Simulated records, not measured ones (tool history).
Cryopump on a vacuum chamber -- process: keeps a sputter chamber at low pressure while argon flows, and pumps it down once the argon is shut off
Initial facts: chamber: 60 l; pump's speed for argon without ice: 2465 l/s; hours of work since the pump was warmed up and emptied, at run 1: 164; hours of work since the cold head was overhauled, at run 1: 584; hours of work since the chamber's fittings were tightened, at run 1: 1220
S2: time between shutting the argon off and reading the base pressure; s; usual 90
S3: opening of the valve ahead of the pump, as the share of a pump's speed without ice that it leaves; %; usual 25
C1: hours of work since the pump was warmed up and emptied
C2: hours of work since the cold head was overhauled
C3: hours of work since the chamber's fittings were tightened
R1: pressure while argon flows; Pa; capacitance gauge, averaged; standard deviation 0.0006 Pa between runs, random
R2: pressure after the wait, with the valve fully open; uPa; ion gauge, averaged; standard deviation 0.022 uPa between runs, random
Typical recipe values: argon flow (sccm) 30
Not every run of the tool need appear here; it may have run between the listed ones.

{"run": 1, "hour": 0.0, "argon flow (sccm)": 30, "S2": 90, "S3": 25, "C1": 164, "C2": 584, "C3": 1220, "R1": 0.0857, "R2": 1.78}
{"run": 2, "hour": 30.1, "argon flow (sccm)": 30, "S2": 90, "S3": 25, "C1": 178, "C2": 597, "C3": 1233, "R1": 0.0861, "R2": 1.79}
{"run": 3, "hour": 59.6, "argon flow (sccm)": 30, "S2": 90, "S3": 25, "C1": 191, "C2": 610, "C3": 1246, "R1": 0.0855, "R2": 1.86}
{"run": 4, "hour": 89.6, "argon flow (sccm)": 30, "S2": 90, "S3": 25, "C1": 204, "C2": 624, "C3": 1260, "R1": 0.0868, "R2": 1.81}
{"run": 5, "hour": 119.5, "argon flow (sccm)": 30, "S2": 79, "S3": 25, "C1": 217, "C2": 637, "C3": 1273, "R1": 0.0869, "R2": 1.98}
{"run": 6, "hour": 157.1, "argon flow (sccm)": 30, "S2": 79, "S3": 25, "C1": 234, "C2": 653, "C3": 1289, "R1": 0.088, "R2": 1.92}
{"run": 7, "hour": 186.8, "argon flow (sccm)": 30, "S2": 79, "S3": 25, "C1": 247, "C2": 667, "C3": 1302, "R1": 0.0869, "R2": 2.01}
{"run": 8, "hour": 227.1, "argon flow (sccm)": 21, "S2": 79, "S3": 58, "C1": 265, "C2": 684, "C3": 1320, "R1": 0.0292, "R2": 2.05}
{"run": 9, "hour": 261.3, "argon flow (sccm)": 24, "S2": 129, "S3": 53, "C1": 280, "C2": 699, "C3": 1335, "R1": 0.0361, "R2": 1.81}
{"run": 10, "hour": 294.1, "argon flow (sccm)": 23, "S2": 90, "S3": 49, "C1": 294, "C2": 714, "C3": 1350, "R1": 0.0365, "R2": 2.1}
{"run": 11, "hour": 340.1, "argon flow (sccm)": 41, "S2": 28, "S3": 21, "C1": 314, "C2": 734, "C3": 1370, "R1": 0.1436, "R2": 3.23}

Run 12 comes next. What will it give?
{"run": 12, "hour": 386.3, "argon flow (sccm)": 33, "S2": 28, "S3": 18, "C1": 335, "C2": 754, "C3": 1390, "R1": "?", "R2": "?"}

R1: 0.1355 Pa
R2: 3.33 uPa
Minus the tool's unlogged condition, the same run would have read R1 0.1268 Pa, R2 1.83 uPa.
